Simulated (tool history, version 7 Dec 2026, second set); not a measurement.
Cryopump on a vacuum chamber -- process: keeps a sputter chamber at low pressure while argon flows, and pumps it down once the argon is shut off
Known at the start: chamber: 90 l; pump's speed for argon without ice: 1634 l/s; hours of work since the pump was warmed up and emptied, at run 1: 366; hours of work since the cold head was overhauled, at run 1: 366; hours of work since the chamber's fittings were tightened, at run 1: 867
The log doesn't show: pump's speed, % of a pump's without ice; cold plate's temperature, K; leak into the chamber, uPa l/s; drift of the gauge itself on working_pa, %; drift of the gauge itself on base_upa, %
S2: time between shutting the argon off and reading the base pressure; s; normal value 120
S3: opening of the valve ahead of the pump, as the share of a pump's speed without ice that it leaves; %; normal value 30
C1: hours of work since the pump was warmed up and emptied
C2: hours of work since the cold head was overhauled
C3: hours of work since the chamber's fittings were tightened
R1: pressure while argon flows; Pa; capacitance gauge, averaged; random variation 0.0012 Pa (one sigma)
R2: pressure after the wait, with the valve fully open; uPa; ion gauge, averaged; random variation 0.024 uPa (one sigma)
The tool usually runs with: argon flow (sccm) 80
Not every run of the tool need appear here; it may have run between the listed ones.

{"run": 1, "hour": 0.0, "argon flow (sccm)": 80, "S2": 120, "S3": 30, "C1": 366, "C2": 366, "C3": 867, "R1": 0.2905, "R2": 1.7}
{"run": 2, "hour": 26.3, "argon flow (sccm)": 80, "S2": 120, "S3": 30, "C1": 383, "C2": 383, "C3": 884, "R1": 0.2907, "R2": 1.73}
{"run": 3, "hour": 49.3, "argon flow (sccm)": 80, "S2": 158, "S3": 30, "C1": 398, "C2": 398, "C3": 899, "R1": 0.2934, "R2": 1.56}
{"run": 4, "hour": 65.5, "argon flow (sccm)": 80, "S2": 158, "S3": 30, "C1": 409, "C2": 409, "C3": 910, "R1": 0.2934, "R2": 1.6}
{"run": 5, "hour": 85.7, "argon flow (sccm)": 80, "S2": 158, "S3": 30, "C1": 422, "C2": 422, "C3": 923, "R1": 0.2914, "R2": 1.53}
{"run": 6, "hour": 109.0, "argon flow (sccm)": 80, "S2": 26, "S3": 30, "C1": 437, "C2": 437, "C3": 939, "R1": 0.2928, "R2": 4.28}
{"run": 7, "hour": 136.4, "argon flow (sccm)": 80, "S2": 26, "S3": 30, "C1": 455, "C2": 455, "C3": 956, "R1": 0.2937, "R2": 4.45}
{"run": 8, "hour": 149.4, "argon flow (sccm)": 80, "S2": 26, "S3": 30, "C1": 464, "C2": 464, "C3": 965, "R1": 0.2934, "R2": 4.29}

Expected results for the next run?
{"run": 9, "hour": 167.4, "argon flow (sccm)": 80, "S2": 26, "S3": 30, "C1": 475, "C2": 475, "C3": 977, "R1": "?", "R2": "?"}

Logged for run 9: R1 0.2958 Pa, R2 4.39 uPa.
The same run, on a tool lacking any hidden state, would have yielded R1 0.2761 Pa, R2 3.45 uPa.
